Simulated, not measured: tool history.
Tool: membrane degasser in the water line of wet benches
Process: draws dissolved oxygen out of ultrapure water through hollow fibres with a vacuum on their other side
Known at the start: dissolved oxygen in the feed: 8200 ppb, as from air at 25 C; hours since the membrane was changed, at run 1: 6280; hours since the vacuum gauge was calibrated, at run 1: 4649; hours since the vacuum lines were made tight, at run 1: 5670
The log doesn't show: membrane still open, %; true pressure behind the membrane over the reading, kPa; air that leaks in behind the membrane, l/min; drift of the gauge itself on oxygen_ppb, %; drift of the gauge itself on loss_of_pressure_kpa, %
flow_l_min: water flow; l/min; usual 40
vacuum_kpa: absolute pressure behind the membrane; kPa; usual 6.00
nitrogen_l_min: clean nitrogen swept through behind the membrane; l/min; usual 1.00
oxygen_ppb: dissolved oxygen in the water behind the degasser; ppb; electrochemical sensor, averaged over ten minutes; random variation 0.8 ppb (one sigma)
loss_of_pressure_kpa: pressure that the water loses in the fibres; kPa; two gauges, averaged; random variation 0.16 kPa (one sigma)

run	hour	flow_l_min	vacuum_kpa	nitrogen_l_min	hours since the membrane was changed	hours since the vacuum gauge was calibrated	hours since the vacuum lines were made tight	oxygen_ppb	loss_of_pressure_kpa
1	0.0	40	6.00	1.00	6280	4649	5670	243.5	53.12
2	77.2	40	6.00	1.00	6357	4726	5747	244.5	52.94
3	165.0	40	6.00	1.00	6445	4814	5835	244.1	52.97
4	296.1	40	6.00	1.00	6576	4945	5966	244.2	52.99
5	456.0	40	6.00	1.00	6736	5105	6126	245.8	53.01
6	544.5	40	6.00	1.00	6825	5193	6215	245.6	53.07
7	668.4	54	6.00	1.00	6949	5317	6339	315.7	72.14
8	788.9	54	6.00	1.00	7069	5438	6459	313.6	71.61
9	942.7	54	6.00	1.00	7223	5591	6613	314.9	71.72
10	1067.4	54	6.00	1.00	7348	5716	6738	315.1	72.11
11	1243.6	54	6.00	1.00	7524	5892	6914	314.5	71.73
12	1359.4	54	6.00	1.00	7640	6008	7030	316.5	72.30
13	1464.0	54	6.00	1.00	7744	6113	7134	317.2	71.93
# hour 1518.0: vacuum gauge calibrated
14	1631.8	52	12.61	1.24	7912	114	7301	745.1	69.54
15	1772.8	40	6.00	0.98	8052	255	7442	231.5	53.31
16	1886.8	40	6.72	1.10	8167	369	7557	266.1	53.33
17	1965.1	31	5.02	1.00	8245	447	7635	123.3	41.43
18	2091.4	52	14.60	0.50	8371	573	7761	1577.5	69.32

Forecast run 19:
19	2261.9	56	5.39	1.00	8542	744	7932	?	?

{"run 19": {"oxygen_ppb": 244.2, "loss_of_pressure_kpa": 74.9}}
Without the tool's hidden state the same run would have given oxygen_ppb 241.6 ppb, loss_of_pressure_kpa 72.36 kPa.
